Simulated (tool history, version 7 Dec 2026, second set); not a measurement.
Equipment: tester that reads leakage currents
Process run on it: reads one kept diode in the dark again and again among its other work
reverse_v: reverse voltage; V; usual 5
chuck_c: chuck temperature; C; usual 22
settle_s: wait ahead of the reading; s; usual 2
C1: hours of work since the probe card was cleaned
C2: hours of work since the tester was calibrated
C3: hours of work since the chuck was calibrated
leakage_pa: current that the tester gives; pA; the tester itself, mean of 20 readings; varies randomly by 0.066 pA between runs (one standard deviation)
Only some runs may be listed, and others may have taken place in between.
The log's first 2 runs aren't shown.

run 3 hour=97.9 | reverse_v=5 chuck_c=22 settle_s=2 | C1=534 C2=1272 C3=1561 | leakage_pa=14.62
run 4 hour=140.9 | reverse_v=5 chuck_c=22 settle_s=2 | C1=555 C2=1292 C3=1581 | leakage_pa=14.72
run 5 hour=178.7 | reverse_v=5 chuck_c=22 settle_s=2 | C1=573 C2=1310 C3=1599 | leakage_pa=14.68
run 6 hour=220.2 | reverse_v=5 chuck_c=22 settle_s=2 | C1=593 C2=1330 C3=1619 | leakage_pa=14.75
run 7 hour=253.1 | reverse_v=5 chuck_c=21 settle_s=2 | C1=608 C2=1346 C3=1634 | leakage_pa=13.46
run 8 hour=324 | reverse_v=5 chuck_c=22 settle_s=2 | C1=642 C2=1379 C3=1668 | leakage_pa=14.6
run 9 hour=362 | reverse_v=5 chuck_c=44 settle_s=2 | C1=660 C2=1397 C3=1686 | leakage_pa=89.17
run 10 hour=430.8 | reverse_v=5 chuck_c=24 settle_s=2 | C1=693 C2=1430 C3=1719 | leakage_pa=17.5
run 11 hour=463 | reverse_v=5 chuck_c=24 settle_s=2 | C1=708 C2=1445 C3=1734 | leakage_pa=17.36
run 12 hour=509.3 | reverse_v=5 chuck_c=24 settle_s=2 | C1=730 C2=1467 C3=1756 | leakage_pa=17.34
-- hour=538.4 chuck's temperature calibrated
run 13 hour=547.2 | reverse_v=6.75 chuck_c=24 settle_s=2 | C1=747 C2=1484 C3=4 | leakage_pa=19.75
run 14 hour=597.2 | reverse_v=6.75 chuck_c=24 settle_s=2 | C1=771 C2=1508 C3=28 | leakage_pa=19.77
run 15 hour=661.8 | reverse_v=5 chuck_c=22 settle_s=0.4 | C1=801 C2=1539 C3=59 | leakage_pa=17.27
run 16 hour=732 | reverse_v=5 chuck_c=22 settle_s=0.4 | C1=835 C2=1572 C3=92 | leakage_pa=17.17
run 17 hour=806.9 | reverse_v=5 chuck_c=22 settle_s=0.4 | C1=870 C2=1608 C3=127 | leakage_pa=17.2
run 18 hour=847.3 | reverse_v=5 chuck_c=53 settle_s=2 | C1=889 C2=1627 C3=147 | leakage_pa=177.14
run 19 hour=890.8 | reverse_v=5 chuck_c=53 settle_s=2 | C1=910 C2=1647 C3=167 | leakage_pa=176.38

Forecast run 20:
run 20 hour=944.2 | reverse_v=5 chuck_c=22 settle_s=2 | C1=935 C2=1673 C3=193 | leakage_pa=?

{"run 20": {"leakage_pa": 14.66}}
The same run, on a tool lacking any hidden state, would have yielded leakage_pa 14.65 pA.

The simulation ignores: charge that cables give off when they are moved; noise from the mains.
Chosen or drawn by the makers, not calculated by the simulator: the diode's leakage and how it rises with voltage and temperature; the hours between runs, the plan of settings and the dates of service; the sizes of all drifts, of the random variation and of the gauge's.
